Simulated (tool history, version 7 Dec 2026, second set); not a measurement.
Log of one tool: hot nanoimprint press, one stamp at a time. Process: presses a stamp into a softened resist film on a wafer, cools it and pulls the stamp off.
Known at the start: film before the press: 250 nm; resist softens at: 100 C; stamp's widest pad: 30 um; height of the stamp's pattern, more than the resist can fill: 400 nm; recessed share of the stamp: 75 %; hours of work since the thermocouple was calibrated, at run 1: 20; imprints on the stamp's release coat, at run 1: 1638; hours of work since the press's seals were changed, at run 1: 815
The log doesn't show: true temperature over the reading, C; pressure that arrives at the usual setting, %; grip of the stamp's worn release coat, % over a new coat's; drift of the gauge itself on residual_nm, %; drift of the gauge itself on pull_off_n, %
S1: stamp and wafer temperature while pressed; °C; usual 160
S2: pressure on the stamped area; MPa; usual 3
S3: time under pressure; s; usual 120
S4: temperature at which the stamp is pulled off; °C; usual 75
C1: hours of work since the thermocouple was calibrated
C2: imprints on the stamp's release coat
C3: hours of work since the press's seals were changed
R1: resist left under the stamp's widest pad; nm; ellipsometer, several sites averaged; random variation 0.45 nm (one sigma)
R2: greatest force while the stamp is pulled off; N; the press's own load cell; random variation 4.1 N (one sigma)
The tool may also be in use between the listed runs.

run	hour	S1	S2	S3	S4	C1	C2	C3	R1	R2
1	0	160	3	120	75	20	1638	815	96.2	259
2	27.4	160	3	120	75	32	1710	828	95.9	272
3	64.3	160	3	120	75	49	1807	845	96.9	270
4	97.5	160	3	120	75	65	1894	860	96.5	277
5	151.7	160	3	120	75	90	2037	885	97.8	289
# hour 173.7: stamp cleaned and given a new release coat
6	186.8	160	3	120	75	103	34	899	97.9	193
7	244.2	160	3	120	75	130	185	925	97.6	205
8	285.3	160	3	120	75	149	293	945	97.9	205
9	337.7	160	3	120	79	173	430	969	98.6	196
10	376.2	161	3	120	75	191	531	987	95.3	220
11	423.8	161	3.28	120	61	213	656	1009	91.9	280
12	451.6	161	3.28	120	61	226	729	1022	92.2	296
13	486.9	160	2.92	112	74	243	822	1038	103.8	242
14	527.2	153	3.23	145	74	261	928	1057	117.9	241
15	581.5	154	1.93	108	63	286	1070	1082	153.5	308
# hour 622.3: plate thermocouple calibrated
16	643.5	160	2.54	154	73	10	1225	1109	93.9	255
17	692.6	151	3.22	120	65	33	1354	1132	132.9	297
18	718.5	160	3	120	70	45	1422	1144	96.6	281

The next listed run, before its measurement:
19	749.9	160	3	120	70	59	1504	1158	?	?

{"run 19": {"R1": 96.8, "R2": 283}}
Without the tool's hidden state the same run would have given R1 94.8 nm, R2 216 N.
